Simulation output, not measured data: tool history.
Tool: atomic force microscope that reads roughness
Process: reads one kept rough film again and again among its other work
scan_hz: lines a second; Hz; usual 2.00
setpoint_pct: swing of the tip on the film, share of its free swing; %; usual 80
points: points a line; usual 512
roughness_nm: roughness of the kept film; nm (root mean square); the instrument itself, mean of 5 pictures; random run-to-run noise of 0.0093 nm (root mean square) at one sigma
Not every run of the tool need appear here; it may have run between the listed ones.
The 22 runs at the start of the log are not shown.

| run | hour | scan_hz | setpoint_pct | points | roughness_nm |
|---|---|---|---|---|---|
| 23 | 140.1 | 2.00 | 80 | 512 | 1.944 |
| 24 | 144.9 | 2.00 | 80 | 512 | 1.940 |
| 25 | 152.1 | 0.57 | 73 | 397 | 2.021 |
| 26 | 161.4 | 0.67 | 73 | 659 | 2.020 |
| 27 | 170.2 | 0.67 | 73 | 659 | 2.000 |
| 28 | 178.2 | 2.00 | 86 | 452 | 1.848 |
| 29 | 185.8 | 2.34 | 86 | 452 | 1.799 |
| 30 | 190.6 | 0.54 | 58 | 354 | 1.963 |
| 31 | 199.4 | 0.54 | 66 | 354 | 1.962 |
| 32 | 205.2 | 0.54 | 66 | 354 | 1.943 |
| 33 | 214.5 | 1.36 | 66 | 258 | 1.882 |
| 34 | 220.1 | 2.19 | 65 | 258 | 1.825 |
| 35 | 227.6 | 2.69 | 57 | 322 | 1.874 |
| 36 | 235.3 | 2.69 | 57 | 322 | 1.849 |
| 37 | 243.0 | 2.69 | 57 | 322 | 1.836 |
| 38 | 252.1 | 2.69 | 57 | 322 | 1.820 |
| 39 | 257.4 | 0.57 | 86 | 338 | 1.823 |
| 40 | 262.8 | 2.00 | 82 | 512 | 1.741 |
| 41 | 270.1 | 1.23 | 80 | 512 | 1.798 |
| 42 | 279.4 | 1.23 | 80 | 484 | 1.784 |
| 43 | 285.5 | 1.23 | 80 | 484 | 1.762 |
|  | 289.7 | new tip fitted |
| 44 | 292.0 | 2.41 | 73 | 319 | 2.099 |
| 45 | 296.9 | 2.44 | 80 | 512 | 2.048 |

Consider 4 possible next runs. They are alternatives, not a sequence: every one starts from the tool as it was left by run 45. What does each give?
| A | 302.5 | 2.00 | 80 | 916 | ? |
| B | 302.5 | 2.00 | 80 | 371 | ? |
| C | 302.5 | 2.95 | 66 | 512 | ? |
| D | 302.5 | 1.43 | 69 | 512 | ? |

| run | roughness_nm |
|---|---|
| A | 2.102 |
| B | 2.047 |
| C | 2.114 |
| D | 2.167 |
What these runs would have given with no unlogged condition in the tool:
| run | roughness_nm |
|---|---|
| A | 2.136 |
| B | 2.080 |
| C | 2.148 |
| D | 2.203 |
